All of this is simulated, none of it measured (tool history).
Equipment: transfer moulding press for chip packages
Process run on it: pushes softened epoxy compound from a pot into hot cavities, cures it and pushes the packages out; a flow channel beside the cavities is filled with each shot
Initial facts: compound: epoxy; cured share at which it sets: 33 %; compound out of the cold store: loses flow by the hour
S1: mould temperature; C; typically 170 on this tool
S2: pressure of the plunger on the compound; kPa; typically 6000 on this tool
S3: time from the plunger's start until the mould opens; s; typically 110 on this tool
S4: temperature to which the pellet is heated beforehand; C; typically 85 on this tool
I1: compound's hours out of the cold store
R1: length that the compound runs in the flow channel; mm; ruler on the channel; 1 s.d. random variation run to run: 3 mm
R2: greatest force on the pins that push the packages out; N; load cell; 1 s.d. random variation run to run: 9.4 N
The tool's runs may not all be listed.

run,day,S1,S2,S3,S4,I1,R1,R2
1,0,170,6000,110,85,30.3,759,448
2,0.3,170,6000,110,85,11.7,830,441
3,0.662,170,6000,110,85,15.1,812,434
4,1.308,170,6000,102,85,41.5,721,451
5,1.704,170,6000,102,85,43.8,717,446
6,2.346,166,6000,102,85,24.7,792,587
7,2.817,170,6000,99,85,35.1,736,463
8,3.3,170,6000,99,94,40.7,720,450
9,3.638,170,6000,99,94,9.8,833,498
10,4.388,170,6000,99,94,33.3,753,468
11,4.817,170,7420,110,85,31.5,841,423
12,5.208,170,6000,110,85,36.9,739,438
13,5.904,170,6000,110,85,10.5,838,448
14,6.308,170,6000,110,85,45.1,710,427
15,6.925,170,6000,110,79,41.3,726,406
16,7.638,177,6210,110,79,16.5,802,388
17,8.304,171,6210,100,81,31.3,767,455
18,8.817,170,6000,105,77,45.1,706,460
19,9.288,170,6000,105,77,43.4,720,438
20,9.667,175,6000,136,78,17.9,789,392
21,10.312,173,6000,94,82,33.4,744,439
22,10.779,173,5030,94,78,35.4,674,462
23,11.321,163,6000,110,85,21.4,822,624
24,11.954,170,5320,110,85,21.9,739,435
25,12.638,170,5320,110,85,19,761,427
26,13.233,171,7170,103,88,14.1,895,434
27,13.717,170,7200,143,85,10.2,922,398
28,14.021,170,6000,110,90,42.4,717,433
29,14.412,170,6000,110,90,33.1,756,439

Not shown: 5 entries that the log had between the listed runs. Between which runs, and how does the tool's hidden state differ before and after?
In the gap between runs 3 and 4: cavities cleaned with cleaning compound and waxed (day 1.021)
  grip of the stained cavities, % over clean ones': 1 -> 0.2
In the gap between runs 9 and 10: cavities cleaned with cleaning compound and waxed (day 4.05)
  grip of the stained cavities, % over clean ones': 1 -> 0.2
In the gap between runs 15 and 16: cavities cleaned with cleaning compound and waxed (day 7.092)
  pressure that reaches the compound, % of what is set: 99.88 -> 99.87; grip of the stained cavities, % over clean ones': 1.1 -> 0.3
In the gap between runs 20 and 21: cavities cleaned with cleaning compound and waxed (day 10.117)
  grip of the stained cavities, % over clean ones': 1 -> 0.2
In the gap between runs 25 and 26: cavities cleaned with cleaning compound and waxed (day 13.142)
  grip of the stained cavities, % over clean ones': 1 -> 0.1
